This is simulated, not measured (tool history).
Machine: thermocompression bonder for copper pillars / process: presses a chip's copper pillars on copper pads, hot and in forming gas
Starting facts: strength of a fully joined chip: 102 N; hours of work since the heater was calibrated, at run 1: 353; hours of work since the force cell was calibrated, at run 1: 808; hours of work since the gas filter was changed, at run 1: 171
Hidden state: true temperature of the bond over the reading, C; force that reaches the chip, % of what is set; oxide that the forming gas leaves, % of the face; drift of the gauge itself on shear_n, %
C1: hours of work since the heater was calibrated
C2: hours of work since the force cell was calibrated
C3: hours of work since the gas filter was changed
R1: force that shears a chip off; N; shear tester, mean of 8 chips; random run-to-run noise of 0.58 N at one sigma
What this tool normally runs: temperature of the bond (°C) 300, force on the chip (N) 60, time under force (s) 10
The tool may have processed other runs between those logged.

run 1 hour=0.0 | temperature_of_the_bond_(°C)=300 force_on_the_chip_(N)=60 time_under_force_(s)=10 | C1=353 C2=808 C3=171 | R1=52.5
run 2 hour=24.5 | temperature_of_the_bond_(°C)=300 force_on_the_chip_(N)=60 time_under_force_(s)=23 | C1=369 C2=824 C3=187 | R1=65.9
run 3 hour=57.6 | temperature_of_the_bond_(°C)=300 force_on_the_chip_(N)=60 time_under_force_(s)=23 | C1=391 C2=846 C3=209 | R1=66.8
run 4 hour=79.8 | temperature_of_the_bond_(°C)=300 force_on_the_chip_(N)=60 time_under_force_(s)=10 | C1=405 C2=860 C3=223 | R1=51.4
run 5 hour=104.7 | temperature_of_the_bond_(°C)=300 force_on_the_chip_(N)=60 time_under_force_(s)=10 | C1=422 C2=877 C3=240 | R1=51.7
run 6 hour=131.7 | temperature_of_the_bond_(°C)=300 force_on_the_chip_(N)=60 time_under_force_(s)=10 | C1=440 C2=894 C3=257 | R1=51.0
run 7 hour=162.9 | temperature_of_the_bond_(°C)=300 force_on_the_chip_(N)=60 time_under_force_(s)=10 | C1=460 C2=915 C3=278 | R1=51.5
run 8 hour=187.8 | temperature_of_the_bond_(°C)=300 force_on_the_chip_(N)=60 time_under_force_(s)=10 | C1=476 C2=931 C3=294 | R1=50.8
run 9 hour=213.7 | temperature_of_the_bond_(°C)=300 force_on_the_chip_(N)=50 time_under_force_(s)=10 | C1=494 C2=948 C3=311 | R1=43.2
run 10 hour=243.7 | temperature_of_the_bond_(°C)=300 force_on_the_chip_(N)=60 time_under_force_(s)=30 | C1=513 C2=968 C3=331 | R1=69.6
run 11 hour=272.2 | temperature_of_the_bond_(°C)=300 force_on_the_chip_(N)=60 time_under_force_(s)=30 | C1=532 C2=987 C3=350 | R1=70.0
run 12 hour=296.6 | temperature_of_the_bond_(°C)=300 force_on_the_chip_(N)=60 time_under_force_(s)=30 | C1=548 C2=1003 C3=366 | R1=69.4
run 13 hour=330.6 | temperature_of_the_bond_(°C)=300 force_on_the_chip_(N)=60 time_under_force_(s)=30 | C1=570 C2=1025 C3=388 | R1=68.8
run 14 hour=354.0 | temperature_of_the_bond_(°C)=300 force_on_the_chip_(N)=60 time_under_force_(s)=10 | C1=586 C2=1041 C3=404 | R1=49.8
-- hour=365.1 forming gas filter changed
run 15 hour=373.7 | temperature_of_the_bond_(°C)=300 force_on_the_chip_(N)=60 time_under_force_(s)=10 | C1=598 C2=1053 C3=6 | R1=54.2
-- hour=384.2 force cell calibrated
run 16 hour=402.7 | temperature_of_the_bond_(°C)=300 force_on_the_chip_(N)=60 time_under_force_(s)=10 | C1=617 C2=12 C3=24 | R1=51.6
run 17 hour=434.8 | temperature_of_the_bond_(°C)=300 force_on_the_chip_(N)=60 time_under_force_(s)=10 | C1=638 C2=33 C3=45 | R1=51.6
run 18 hour=464.1 | temperature_of_the_bond_(°C)=275 force_on_the_chip_(N)=60 time_under_force_(s)=10 | C1=657 C2=53 C3=64 | R1=41.2
run 19 hour=489.8 | temperature_of_the_bond_(°C)=275 force_on_the_chip_(N)=60 time_under_force_(s)=19 | C1=674 C2=70 C3=81 | R1=52.2
run 20 hour=506.1 | temperature_of_the_bond_(°C)=275 force_on_the_chip_(N)=60 time_under_force_(s)=19 | C1=685 C2=80 C3=92 | R1=51.9
-- hour=510.2 heater calibrated with a thermocouple chip
run 21 hour=527.8 | temperature_of_the_bond_(°C)=275 force_on_the_chip_(N)=60 time_under_force_(s)=19 | C1=12 C2=93 C3=105 | R1=52.7
run 22 hour=547.3 | temperature_of_the_bond_(°C)=300 force_on_the_chip_(N)=60 time_under_force_(s)=12 | C1=24 C2=106 C3=118 | R1=52.9
run 23 hour=562.6 | temperature_of_the_bond_(°C)=300 force_on_the_chip_(N)=64 time_under_force_(s)=19 | C1=35 C2=116 C3=128 | R1=64.2
run 24 hour=588.8 | temperature_of_the_bond_(°C)=293 force_on_the_chip_(N)=72 time_under_force_(s)=8 | C1=52 C2=133 C3=145 | R1=51.5
run 25 hour=603.0 | temperature_of_the_bond_(°C)=290 force_on_the_chip_(N)=51 time_under_force_(s)=6 | C1=61 C2=143 C3=154 | R1=33.4
-- hour=609.7 heater calibrated with a thermocouple chip, once more
run 26 hour=620.8 | temperature_of_the_bond_(°C)=290 force_on_the_chip_(N)=51 time_under_force_(s)=6 | C1=7 C2=153 C3=165 | R1=34.0
run 27 hour=641.6 | temperature_of_the_bond_(°C)=300 force_on_the_chip_(N)=89 time_under_force_(s)=16 | C1=21 C2=167 C3=178 | R1=75.6
run 28 hour=674.5 | temperature_of_the_bond_(°C)=298 force_on_the_chip_(N)=57 time_under_force_(s)=10 | C1=43 C2=188 C3=200 | R1=48.4
run 29 hour=707.7 | temperature_of_the_bond_(°C)=280 force_on_the_chip_(N)=60 time_under_force_(s)=10 | C1=64 C2=210 C3=222 | R1=42.7
run 30 hour=729.5 | temperature_of_the_bond_(°C)=322 force_on_the_chip_(N)=86 time_under_force_(s)=9 | C1=79 C2=225 C3=236 | R1=70.9
run 31 hour=748.9 | temperature_of_the_bond_(°C)=322 force_on_the_chip_(N)=86 time_under_force_(s)=9 | C1=92 C2=237 C3=249 | R1=70.8
run 32 hour=776.3 | temperature_of_the_bond_(°C)=300 force_on_the_chip_(N)=68 time_under_force_(s)=10 | C1=110 C2=255 C3=267 | R1=54.7
run 33 hour=802.5 | temperature_of_the_bond_(°C)=304 force_on_the_chip_(N)=40 time_under_force_(s)=8 | C1=127 C2=273 C3=284 | R1=34.1
run 34 hour=825.5 | temperature_of_the_bond_(°C)=275 force_on_the_chip_(N)=42 time_under_force_(s)=8 | C1=142 C2=288 C3=299 | R1=28.1
run 35 hour=848.1 | temperature_of_the_bond_(°C)=270 force_on_the_chip_(N)=42 time_under_force_(s)=8 | C1=157 C2=303 C3=314 | R1=24.9
run 36 hour=875.7 | temperature_of_the_bond_(°C)=304 force_on_the_chip_(N)=42 time_under_force_(s)=23 | C1=175 C2=321 C3=332 | R1=51.8
run 37 hour=902.6 | temperature_of_the_bond_(°C)=304 force_on_the_chip_(N)=42 time_under_force_(s)=23 | C1=193 C2=338 C3=350 | R1=51.4
run 38 hour=930.7 | temperature_of_the_bond_(°C)=315 force_on_the_chip_(N)=50 time_under_force_(s)=10 | C1=211 C2=357 C3=368 | R1=49.0
run 39 hour=949.8 | temperature_of_the_bond_(°C)=300 force_on_the_chip_(N)=65 time_under_force_(s)=10 | C1=224 C2=370 C3=381 | R1=51.9

Alternative continuations, all from the tool just after run 39; predict every row:
run A hour=966.5 | temperature_of_the_bond_(°C)=286 force_on_the_chip_(N)=68 time_under_force_(s)=19 | C1=235 C2=381 C3=392 | R1=?
run B hour=966.5 | temperature_of_the_bond_(°C)=300 force_on_the_chip_(N)=55 time_under_force_(s)=25 | C1=235 C2=381 C3=392 | R1=?
run C hour=966.5 | temperature_of_the_bond_(°C)=317 force_on_the_chip_(N)=41 time_under_force_(s)=10 | C1=235 C2=381 C3=392 | R1=?
run D hour=966.5 | temperature_of_the_bond_(°C)=304 force_on_the_chip_(N)=71 time_under_force_(s)=25 | C1=235 C2=381 C3=392 | R1=?

run=A R1=58.5
run=B R1=60.6
run=C R1=40.6
run=D R1=73.1
With no hidden state in the tool, these same runs would have given:
run=A R1=62.7
run=B R1=65.0
run=C R1=43.4
run=D R1=78.4
